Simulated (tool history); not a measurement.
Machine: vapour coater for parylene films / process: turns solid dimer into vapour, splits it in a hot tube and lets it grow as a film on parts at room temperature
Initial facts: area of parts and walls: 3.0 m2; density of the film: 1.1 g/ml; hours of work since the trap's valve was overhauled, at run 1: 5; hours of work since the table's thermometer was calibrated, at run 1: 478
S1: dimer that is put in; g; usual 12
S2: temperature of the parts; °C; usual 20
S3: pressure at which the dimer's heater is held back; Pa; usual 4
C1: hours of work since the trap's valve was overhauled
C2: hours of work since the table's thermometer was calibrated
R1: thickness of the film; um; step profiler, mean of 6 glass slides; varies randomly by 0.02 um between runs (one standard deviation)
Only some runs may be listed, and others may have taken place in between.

{"run": 1, "hour": 0.0, "S1": 12, "S2": 20, "S3": 4, "C1": 5, "C2": 478, "R1": 2.24}
{"run": 2, "hour": 28.9, "S1": 12, "S2": 20, "S3": 4, "C1": 26, "C2": 499, "R1": 2.26}
{"run": 3, "hour": 56.8, "S1": 12, "S2": 20, "S3": 2.82, "C1": 47, "C2": 519, "R1": 2.36}
{"run": 4, "hour": 74.8, "S1": 12, "S2": 20, "S3": 2.82, "C1": 60, "C2": 533, "R1": 2.33}
{"run": 5, "hour": 91.4, "S1": 12, "S2": 20, "S3": 4, "C1": 72, "C2": 545, "R1": 2.28}
{"run": 6, "hour": 120.1, "S1": 12, "S2": 23, "S3": 4, "C1": 93, "C2": 566, "R1": 1.93}
{"run": 7, "hour": 134.3, "S1": 12, "S2": 23, "S3": 9.83, "C1": 104, "C2": 577, "R1": 1.78}
{"run": 8, "hour": 152.2, "S1": 12, "S2": 20, "S3": 4, "C1": 117, "C2": 590, "R1": 2.24}
{"run": 9, "hour": 176.7, "S1": 12, "S2": 20, "S3": 4, "C1": 135, "C2": 608, "R1": 2.24}
{"run": 10, "hour": 199.8, "S1": 12, "S2": 20, "S3": 4, "C1": 152, "C2": 625, "R1": 2.27}
{"run": 11, "hour": 225.8, "S1": 12, "S2": 20, "S3": 4, "C1": 171, "C2": 644, "R1": 2.2}
{"run": 12, "hour": 244.9, "S1": 12, "S2": 20, "S3": 4, "C1": 185, "C2": 658, "R1": 2.22}
{"run": 13, "hour": 267.1, "S1": 12, "S2": 20, "S3": 4, "C1": 202, "C2": 674, "R1": 2.22}
{"run": 14, "hour": 288.3, "S1": 12, "S2": 20, "S3": 7.2, "C1": 217, "C2": 690, "R1": 2.07}
{"run": 15, "hour": 317.2, "S1": 12, "S2": 20, "S3": 3.04, "C1": 239, "C2": 711, "R1": 2.27}
{"run": 16, "hour": 333.5, "S1": 12, "S2": 24, "S3": 4, "C1": 251, "C2": 723, "R1": 1.82}

Run 17 has not been measured yet. What should we expect?
{"run": 17, "hour": 349.9, "S1": 12, "S2": 24, "S3": 4, "C1": 263, "C2": 735, "R1": "?"}

Run 17 measured R1 1.79 um.
On a tool with no hidden condition, and with the same random variation, this run would have come out at R1 1.81 um.
